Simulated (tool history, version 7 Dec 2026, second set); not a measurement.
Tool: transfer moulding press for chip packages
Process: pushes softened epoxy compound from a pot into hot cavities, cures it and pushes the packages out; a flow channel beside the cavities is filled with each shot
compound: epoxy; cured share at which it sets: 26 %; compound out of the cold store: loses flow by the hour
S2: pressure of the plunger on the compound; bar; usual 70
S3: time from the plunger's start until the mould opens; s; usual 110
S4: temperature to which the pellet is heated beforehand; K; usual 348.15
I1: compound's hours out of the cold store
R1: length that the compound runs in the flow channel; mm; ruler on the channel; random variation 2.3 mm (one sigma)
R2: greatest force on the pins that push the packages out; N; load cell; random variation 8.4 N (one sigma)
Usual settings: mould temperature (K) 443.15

run 1 hour=0 | mould_temperature_(K)=443.15 S2=70 S3=110 S4=348.15 | I1=12.2 | R1=711 R2=406
run 2 hour=26 | mould_temperature_(K)=443.15 S2=70 S3=110 S4=353.15 | I1=8.4 | R1=725 R2=514
run 3 hour=48.2 | mould_temperature_(K)=443.15 S2=70 S3=110 S4=348.15 | I1=10.5 | R1=712 R2=571
run 4 hour=68.2 | mould_temperature_(K)=443.15 S2=70 S3=110 S4=348.15 | I1=42.9 | R1=608 R2=566
-- hour=90.2 cavities cleaned with cleaning compound and waxed
run 5 hour=93.7 | mould_temperature_(K)=443.15 S2=70 S3=110 S4=348.15 | I1=35.2 | R1=624 R2=428
run 6 hour=112.9 | mould_temperature_(K)=443.15 S2=70 S3=110 S4=348.15 | I1=16.3 | R1=690 R2=512
run 7 hour=129.8 | mould_temperature_(K)=441.15 S2=70 S3=110 S4=348.15 | I1=22.3 | R1=670 R2=635
run 8 hour=157.6 | mould_temperature_(K)=443.15 S2=70 S3=110 S4=357.15 | I1=35.4 | R1=623 R2=581
-- hour=180.8 cavities cleaned with cleaning compound and waxed
-- hour=190.3 mould's thermocouples calibrated
run 9 hour=193 | mould_temperature_(K)=443.15 S2=70 S3=110 S4=357.15 | I1=47.4 | R1=584 R2=417
run 10 hour=207.7 | mould_temperature_(K)=443.15 S2=70 S3=110 S4=357.15 | I1=38 | R1=613 R2=474
run 11 hour=226.2 | mould_temperature_(K)=443.15 S2=70 S3=110 S4=357.15 | I1=33.8 | R1=620 R2=540
-- hour=242.8 mould's thermocouples calibrated, once more
run 12 hour=253.4 | mould_temperature_(K)=443.15 S2=70 S3=110 S4=347.15 | I1=10.3 | R1=701 R2=618
run 13 hour=270.9 | mould_temperature_(K)=443.15 S2=70 S3=102 S4=348.15 | I1=32.6 | R1=624 R2=667
-- hour=275.3 cavities cleaned with cleaning compound and waxed
run 14 hour=288.9 | mould_temperature_(K)=443.15 S2=70 S3=102 S4=348.15 | I1=16.9 | R1=671 R2=532
run 15 hour=310.3 | mould_temperature_(K)=435.15 S2=70 S3=102 S4=348.15 | I1=46.3 | R1=590 R2=915
-- hour=334 plunger's sealing rings changed
run 16 hour=344.9 | mould_temperature_(K)=435.15 S2=70 S3=102 S4=348.15 | I1=30.8 | R1=672 R2=1159
-- hour=367.1 cavities cleaned with cleaning compound and waxed
run 17 hour=373.2 | mould_temperature_(K)=443.15 S2=70 S3=95 S4=348.15 | I1=10.9 | R1=723 R2=598
run 18 hour=405.8 | mould_temperature_(K)=443.15 S2=70 S3=95 S4=348.15 | I1=10.5 | R1=722 R2=737
run 19 hour=430.9 | mould_temperature_(K)=443.15 S2=70 S3=122 S4=348.15 | I1=12.7 | R1=713 R2=497
-- hour=457.3 cavities cleaned with cleaning compound and waxed
run 20 hour=464 | mould_temperature_(K)=447.15 S2=73.8 S3=96 S4=348.15 | I1=34.6 | R1=651 R2=417
run 21 hour=494.7 | mould_temperature_(K)=447.15 S2=73.8 S3=96 S4=348.15 | I1=10.4 | R1=730 R2=544
run 22 hour=515.2 | mould_temperature_(K)=447.15 S2=70 S3=97 S4=348.15 | I1=28.9 | R1=646 R2=548
run 23 hour=539.5 | mould_temperature_(K)=446.15 S2=52.5 S3=123 S4=352.15 | I1=41.2 | R1=523 R2=434
-- hour=548.3 cavities cleaned with cleaning compound and waxed
run 24 hour=565.5 | mould_temperature_(K)=446.15 S2=52.5 S3=123 S4=352.15 | I1=22.1 | R1=578 R2=344
run 25 hour=590 | mould_temperature_(K)=438.15 S2=79.4 S3=144 S4=340.15 | I1=39 | R1=667 R2=436
run 26 hour=604.7 | mould_temperature_(K)=438.15 S2=79.4 S3=144 S4=340.15 | I1=33.6 | R1=678 R2=444
run 27 hour=629.1 | mould_temperature_(K)=438.15 S2=79.4 S3=144 S4=340.15 | I1=27.9 | R1=701 R2=488

Forecast each of these 3 alternatives for the next run:
-- hour=637.1 cavities cleaned with cleaning compound and waxed
run A hour=660.9 | mould_temperature_(K)=438.15 S2=79.4 S3=90 S4=340.15 | I1=33.3 | R1=? R2=?
-- hour=637.1 cavities cleaned with cleaning compound and waxed
run B hour=660.9 | mould_temperature_(K)=443.15 S2=70 S3=110 S4=344.15 | I1=19.4 | R1=? R2=?
-- hour=637.1 cavities cleaned with cleaning compound and waxed
run C hour=660.9 | mould_temperature_(K)=443.15 S2=77.1 S3=144 S4=340.15 | I1=29.2 | R1=? R2=?

run=A R1=678 R2=994
run=B R1=671 R2=476
run=C R1=673 R2=348
Without the tool's hidden state the same runs would have given:
run=A R1=703 R2=811
run=B R1=696 R2=387
run=C R1=698 R2=286
